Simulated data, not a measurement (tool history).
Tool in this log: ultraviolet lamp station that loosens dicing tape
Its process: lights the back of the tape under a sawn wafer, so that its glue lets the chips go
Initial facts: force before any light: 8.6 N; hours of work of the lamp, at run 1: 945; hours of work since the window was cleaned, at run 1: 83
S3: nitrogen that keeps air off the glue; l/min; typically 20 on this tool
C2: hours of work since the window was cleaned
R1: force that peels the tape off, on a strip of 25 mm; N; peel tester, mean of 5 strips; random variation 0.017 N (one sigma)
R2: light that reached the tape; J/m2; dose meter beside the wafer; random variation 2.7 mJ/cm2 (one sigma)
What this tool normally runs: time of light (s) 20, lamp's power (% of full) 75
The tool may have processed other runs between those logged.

{"run": 1, "hour": 0.0, "time of light (s)": 20, "lamp's power (% of full)": 75, "S3": 20, "hours of work of the lamp": 945, "C2": 83, "R1": 1.315, "R2": 2930}
{"run": 2, "hour": 34.0, "time of light (s)": 20, "lamp's power (% of full)": 75, "S3": 20, "hours of work of the lamp": 971, "C2": 109, "R1": 1.323, "R2": 2880}
{"run": 3, "hour": 66.1, "time of light (s)": 20, "lamp's power (% of full)": 75, "S3": 12, "hours of work of the lamp": 996, "C2": 133, "R1": 1.903, "R2": 2860}
{"run": 4, "hour": 94.9, "time of light (s)": 20, "lamp's power (% of full)": 75, "S3": 12, "hours of work of the lamp": 1017, "C2": 155, "R1": 1.955, "R2": 2820}
{"run": 5, "hour": 131.4, "time of light (s)": 20, "lamp's power (% of full)": 73, "S3": 20, "hours of work of the lamp": 1045, "C2": 183, "R1": 1.53, "R2": 2700}
{"run": 6, "hour": 164.0, "time of light (s)": 20, "lamp's power (% of full)": 73, "S3": 20, "hours of work of the lamp": 1070, "C2": 208, "R1": 1.558, "R2": 2650}
{"run": 7, "hour": 184.4, "time of light (s)": 20, "lamp's power (% of full)": 73, "S3": 20, "hours of work of the lamp": 1085, "C2": 223, "R1": 1.598, "R2": 2670}
{"run": 8, "hour": 202.0, "time of light (s)": 20, "lamp's power (% of full)": 73, "S3": 20, "hours of work of the lamp": 1099, "C2": 237, "R1": 1.6, "R2": 2680}
{"run": 9, "hour": 232.9, "time of light (s)": 20, "lamp's power (% of full)": 73, "S3": 20, "hours of work of the lamp": 1122, "C2": 260, "R1": 1.603, "R2": 2580}
{"run": 10, "hour": 268.7, "time of light (s)": 20, "lamp's power (% of full)": 72, "S3": 15, "hours of work of the lamp": 1150, "C2": 287, "R1": 1.977, "R2": 2520}
{"run": 11, "hour": 295.6, "time of light (s)": 20, "lamp's power (% of full)": 98, "S3": 15, "hours of work of the lamp": 1170, "C2": 308, "R1": 1.235, "R2": 3350}
{"run": 12, "hour": 334.8, "time of light (s)": 20, "lamp's power (% of full)": 98, "S3": 15, "hours of work of the lamp": 1200, "C2": 337, "R1": 1.229, "R2": 3290}

What if the next run were any one of these 4? Each begins from the tool's condition after run 12:
{"run": "A", "hour": 367.6, "time of light (s)": 13, "lamp's power (% of full)": 69, "S3": 14, "hours of work of the lamp": 1225, "C2": 362, "R1": "?", "R2": "?"}
{"run": "B", "hour": 367.6, "time of light (s)": 13, "lamp's power (% of full)": 75, "S3": 20, "hours of work of the lamp": 1225, "C2": 362, "R1": "?", "R2": "?"}
{"run": "C", "hour": 367.6, "time of light (s)": 18, "lamp's power (% of full)": 63, "S3": 18, "hours of work of the lamp": 1225, "C2": 362, "R1": "?", "R2": "?"}
{"run": "D", "hour": 367.6, "time of light (s)": 27, "lamp's power (% of full)": 61, "S3": 15, "hours of work of the lamp": 1225, "C2": 362, "R1": "?", "R2": "?"}

run=A R1=3.626 R2=1530
run=B R1=2.881 R2=1620
run=C R1=2.621 R2=1870
run=D R1=1.731 R2=2740
With no hidden state in the tool, these same runs would have given:
run=A R1=2.423 R2=2260
run=B R1=1.755 R2=2410
run=C R1=1.52 R2=2780
run=D R1=0.862 R2=4060
